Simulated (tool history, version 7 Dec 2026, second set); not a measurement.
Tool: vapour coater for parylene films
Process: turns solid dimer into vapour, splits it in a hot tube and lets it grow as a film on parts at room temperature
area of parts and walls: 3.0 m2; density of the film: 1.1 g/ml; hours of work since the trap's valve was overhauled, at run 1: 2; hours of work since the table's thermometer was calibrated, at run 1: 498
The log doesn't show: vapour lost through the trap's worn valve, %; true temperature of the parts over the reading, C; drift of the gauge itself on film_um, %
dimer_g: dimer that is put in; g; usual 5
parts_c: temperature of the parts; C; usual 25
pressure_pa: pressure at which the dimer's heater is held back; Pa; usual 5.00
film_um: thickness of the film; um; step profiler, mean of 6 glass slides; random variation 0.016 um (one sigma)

run	hour	dimer_g	parts_c	pressure_pa	hours of work since the trap's valve was overhauled	hours of work since the table's thermometer was calibrated	film_um
1	0.0	5	25	5.00	2	498	1.12
2	63.7	5	29	5.00	46	542	0.90
3	135.1	2	25	5.00	95	591	0.44
4	203.8	5	25	5.00	142	638	1.06
5	272.5	5	25	5.00	189	686	1.04
6	328.4	5	25	5.00	228	724	1.03
7	364.3	5	25	5.00	253	749	1.03
# hour 374.0: trap's valve overhauled
8	419.3	5	25	5.00	31	784	1.06
9	477.5	5	25	5.00	71	824	1.09
10	534.8	2	25	5.00	111	863	0.43
11	593.9	4	25	5.00	151	904	0.84
12	666.2	4	25	5.00	201	954	0.83
13	727.8	4	25	5.00	244	996	0.83
# hour 749.3: trap's valve overhauled
14	770.8	4	25	5.00	15	1023	0.87
15	808.3	4	25	5.00	41	1049	0.84
16	863.3	4	25	9.99	78	1087	0.76
17	909.8	5	25	2.16	111	1119	1.25
18	983.1	5	28	5.00	161	1169	0.92
19	1050.6	6	25	5.00	207	1216	1.22
20	1109.9	6	25	5.00	248	1257	1.20
# hour 1125.1: trap's valve overhauled
21	1167.3	6	25	5.00	29	1293	1.31
22	1198.3	6	25	5.00	50	1315	1.27
23	1264.6	6	25	5.00	96	1360	1.26
24	1303.7	6	25	5.00	123	1387	1.27
25	1347.5	5	25	9.45	153	1417	0.96
26	1384.2	5	25	6.68	178	1443	0.95
27	1444.4	2	25	3.25	220	1484	0.41
28	1490.9	5	23	5.00	252	1516	1.06
# hour 1501.0: trap's valve overhauled
29	1542.6	5	23	5.00	29	1549	1.18
30	1580.8	5	23	5.00	55	1575	1.15
31	1655.0	5	23	5.00	106	1626	1.14
32	1685.4	5	23	5.00	127	1647	1.13
33	1747.2	3	31	7.33	169	1690	0.44
34	1779.4	4	24	5.00	192	1712	0.84
35	1839.6	7	27	4.56	233	1753	1.29
# hour 1876.7: trap's valve overhauled
36	1897.9	7	27	4.56	15	1791	1.36
37	1939.4	4	21	11.40	43	1819	0.88
38	1983.5	4	21	11.40	73	1850	0.87
39	2032.0	4	21	2.36	107	1883	1.12
40	2093.7	7	32	11.47	149	1926	0.95
41	2161.7	5	32	3.39	196	1972	0.80
42	2210.6	6	25	5.00	230	2006	1.18
# hour 2250.6: trap's valve overhauled
43	2255.1	6	25	5.00	3	2034	1.30
44	2297.1	6	25	5.00	32	2063	1.28
45	2348.6	3	30	2.16	67	2098	0.60

Hidden state or all else? Some run-to-run changes of film_um, split into what the settings, what came in and random variation would give without the hidden state, and what is left for the hidden state (with any gauge scatter that isn't in both results):
Run 9 -> 10: dimer_g 5 -> 2. film_um -0.66 um: hidden state +0.03, all else -0.69.
Run 20 -> 21: trap's valve overhauled. film_um +0.11 um: hidden state +0.09, all else +0.02.
Run 27 -> 28: dimer_g 2 -> 5, parts_c 25 -> 23, pressure_pa 3.25 -> 5.00. film_um +0.65 um: hidden state -0.09, all else +0.74.
Run 28 -> 29: trap's valve overhauled. film_um +0.12 um: hidden state +0.09, all else +0.03.
Run 32 -> 33: dimer_g 5 -> 3, parts_c 23 -> 31, pressure_pa 5.00 -> 7.33. film_um -0.69 um: hidden state +0.04, all else -0.73.
Run 44 -> 45: dimer_g 6 -> 3, parts_c 25 -> 30, pressure_pa 5.00 -> 2.16. film_um -0.68 um: hidden state +0.04, all else -0.72.

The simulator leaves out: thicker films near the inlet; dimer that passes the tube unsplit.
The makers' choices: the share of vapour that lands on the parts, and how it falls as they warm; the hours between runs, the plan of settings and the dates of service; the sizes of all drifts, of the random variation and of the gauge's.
